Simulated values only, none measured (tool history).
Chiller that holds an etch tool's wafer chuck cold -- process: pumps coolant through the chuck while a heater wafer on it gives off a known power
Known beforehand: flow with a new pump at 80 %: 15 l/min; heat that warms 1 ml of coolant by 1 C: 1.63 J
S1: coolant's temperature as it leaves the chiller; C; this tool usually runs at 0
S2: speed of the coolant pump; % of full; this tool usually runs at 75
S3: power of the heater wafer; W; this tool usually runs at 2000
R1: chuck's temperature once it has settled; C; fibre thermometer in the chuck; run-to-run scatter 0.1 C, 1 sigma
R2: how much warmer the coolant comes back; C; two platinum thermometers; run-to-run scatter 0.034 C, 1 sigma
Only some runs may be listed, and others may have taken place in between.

{"run": 1, "hour": 0.0, "S1": 0, "S2": 75, "S3": 2000, "R1": 14.0, "R2": 5.29}
{"run": 2, "hour": 67.5, "S1": 0, "S2": 75, "S3": 2000, "R1": 14.3, "R2": 5.22}
{"run": 3, "hour": 104.1, "S1": 2, "S2": 75, "S3": 2000, "R1": 16.1, "R2": 5.3}
{"run": 4, "hour": 151.7, "S1": 2, "S2": 75, "S3": 2000, "R1": 16.1, "R2": 5.35}
{"run": 5, "hour": 218.0, "S1": 0, "S2": 75, "S3": 2000, "R1": 14.0, "R2": 5.31}
{"run": 6, "hour": 263.7, "S1": 0, "S2": 75, "S3": 2000, "R1": 14.1, "R2": 5.32}
{"run": 7, "hour": 313.8, "S1": 0, "S2": 75, "S3": 2000, "R1": 14.1, "R2": 5.29}
{"run": 8, "hour": 386.9, "S1": 0, "S2": 75, "S3": 2000, "R1": 14.2, "R2": 5.33}
{"run": 9, "hour": 456.8, "S1": 6, "S2": 75, "S3": 2000, "R1": 20.0, "R2": 5.27}
{"run": 10, "hour": 510.7, "S1": 6, "S2": 75, "S3": 2000, "R1": 20.1, "R2": 5.35}
{"run": 11, "hour": 571.9, "S1": 6, "S2": 73, "S3": 2000, "R1": 20.4, "R2": 5.5}
{"run": 12, "hour": 610.2, "S1": 0, "S2": 75, "S3": 1586, "R1": 11.2, "R2": 4.24}
{"run": 13, "hour": 666.1, "S1": 0, "S2": 75, "S3": 1586, "R1": 11.3, "R2": 4.27}
{"run": 14, "hour": 706.5, "S1": 0, "S2": 75, "S3": 1586, "R1": 11.0, "R2": 4.26}
{"run": 15, "hour": 758.6, "S1": 9, "S2": 94, "S3": 2000, "R1": 21.2, "R2": 4.28}
{"run": 16, "hour": 831.4, "S1": 0, "S2": 81, "S3": 2753, "R1": 18.6, "R2": 6.87}
{"run": 17, "hour": 910.3, "S1": 5, "S2": 72, "S3": 1983, "R1": 19.5, "R2": 5.54}
{"run": 18, "hour": 983.1, "S1": 5, "S2": 72, "S3": 1983, "R1": 19.5, "R2": 5.49}
{"run": 19, "hour": 1062.1, "S1": 4, "S2": 66, "S3": 1995, "R1": 19.5, "R2": 6.05}
{"run": 20, "hour": 1108.3, "S1": 1, "S2": 66, "S3": 1406, "R1": 11.8, "R2": 4.23}
{"run": 21, "hour": 1166.1, "S1": -2, "S2": 79, "S3": 1087, "R1": 5.2, "R2": 2.78}

Branching from run 21: 5 alternative next runs. What would each branch give?
{"run": "A", "hour": 1198.4, "S1": 8, "S2": 87, "S3": 2000, "R1": "?", "R2": "?"}
{"run": "B", "hour": 1198.4, "S1": 3, "S2": 87, "S3": 2138, "R1": "?", "R2": "?"}
{"run": "C", "hour": 1198.4, "S1": 2, "S2": 75, "S3": 2000, "R1": "?", "R2": "?"}
{"run": "D", "hour": 1198.4, "S1": 2, "S2": 99, "S3": 1087, "R1": "?", "R2": "?"}
{"run": "E", "hour": 1198.4, "S1": 0, "S2": 68, "S3": 1142, "R1": "?", "R2": "?"}

run=A R1=21.0 R2=4.72
run=B R1=16.7 R2=5.00
run=C R1=16.3 R2=5.36
run=D R1=8.4 R2=2.22
run=E R1=8.5 R2=3.36
What these runs would have given with no unlogged condition in the tool:
run=A R1=20.8 R2=4.60
run=B R1=16.5 R2=4.88
run=C R1=16.1 R2=5.23
run=D R1=8.4 R2=2.16
run=E R1=8.5 R2=3.28

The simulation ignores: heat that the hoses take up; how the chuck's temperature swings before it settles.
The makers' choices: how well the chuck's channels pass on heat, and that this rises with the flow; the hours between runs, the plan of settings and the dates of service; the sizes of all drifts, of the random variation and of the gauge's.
